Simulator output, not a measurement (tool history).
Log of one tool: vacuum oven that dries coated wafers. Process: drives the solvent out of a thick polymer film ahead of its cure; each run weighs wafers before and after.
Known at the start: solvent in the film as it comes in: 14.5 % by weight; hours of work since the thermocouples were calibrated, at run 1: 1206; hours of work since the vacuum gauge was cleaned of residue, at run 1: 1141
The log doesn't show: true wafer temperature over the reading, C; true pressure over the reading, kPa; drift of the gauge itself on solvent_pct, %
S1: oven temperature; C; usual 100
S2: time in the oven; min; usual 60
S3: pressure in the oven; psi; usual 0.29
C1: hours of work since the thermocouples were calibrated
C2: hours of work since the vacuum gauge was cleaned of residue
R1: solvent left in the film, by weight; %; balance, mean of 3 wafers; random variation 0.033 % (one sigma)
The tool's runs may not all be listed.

{"run": 1, "hour": 0.0, "S1": 100, "S2": 60, "S3": 0.29, "C1": 1206, "C2": 1141, "R1": 1.66}
{"run": 2, "hour": 53.8, "S1": 100, "S2": 60, "S3": 0.29, "C1": 1229, "C2": 1164, "R1": 1.72}
{"run": 3, "hour": 83.1, "S1": 100, "S2": 60, "S3": 0.29, "C1": 1241, "C2": 1176, "R1": 1.65}
{"run": 4, "hour": 117.7, "S1": 100, "S2": 60, "S3": 0.29, "C1": 1256, "C2": 1191, "R1": 1.64}
{"run": 5, "hour": 183.4, "S1": 100, "S2": 52, "S3": 0.29, "C1": 1283, "C2": 1218, "R1": 1.91}
{"run": 6, "hour": 218.3, "S1": 100, "S2": 60, "S3": 0.29, "C1": 1298, "C2": 1233, "R1": 1.67}
{"run": 7, "hour": 275.1, "S1": 100, "S2": 60, "S3": 0.29, "C1": 1322, "C2": 1257, "R1": 1.69}
{"hour": 280.7, "done": "oven's thermocouples calibrated"}
{"run": 8, "hour": 312.6, "S1": 100, "S2": 60, "S3": 0.29, "C1": 13, "C2": 1272, "R1": 1.64}
{"run": 9, "hour": 360.7, "S1": 100, "S2": 60, "S3": 0.29, "C1": 34, "C2": 1292, "R1": 1.55}
{"run": 10, "hour": 427.8, "S1": 100, "S2": 89, "S3": 0.702, "C1": 62, "C2": 1320, "R1": 2.27}
{"hour": 433.6, "done": "oven's thermocouples calibrated, once more"}
{"run": 11, "hour": 464.1, "S1": 98, "S2": 104, "S3": 0.677, "C1": 13, "C2": 1335, "R1": 2.59}
{"run": 12, "hour": 533.4, "S1": 112, "S2": 73, "S3": 0.508, "C1": 42, "C2": 1364, "R1": 1.15}
{"run": 13, "hour": 602.7, "S1": 100, "S2": 102, "S3": 0.29, "C1": 71, "C2": 1393, "R1": 1.26}
{"run": 14, "hour": 655.0, "S1": 101, "S2": 85, "S3": 0.605, "C1": 93, "C2": 1415, "R1": 2.16}
{"run": 15, "hour": 685.2, "S1": 101, "S2": 85, "S3": 0.605, "C1": 106, "C2": 1428, "R1": 2.18}
{"run": 16, "hour": 729.4, "S1": 101, "S2": 85, "S3": 0.605, "C1": 124, "C2": 1446, "R1": 2.16}

The same runs without the tool's hidden state, with the same run-to-run variation:
run=1 R1=1.63
run=2 R1=1.68
run=3 R1=1.61
run=4 R1=1.59
run=5 R1=1.9
run=6 R1=1.63
run=7 R1=1.64
run=8 R1=1.69
run=9 R1=1.6
run=10 R1=2.26
run=11 R1=2.32
run=12 R1=0.98
run=13 R1=1.01
run=14 R1=1.91
run=15 R1=1.93
run=16 R1=1.91
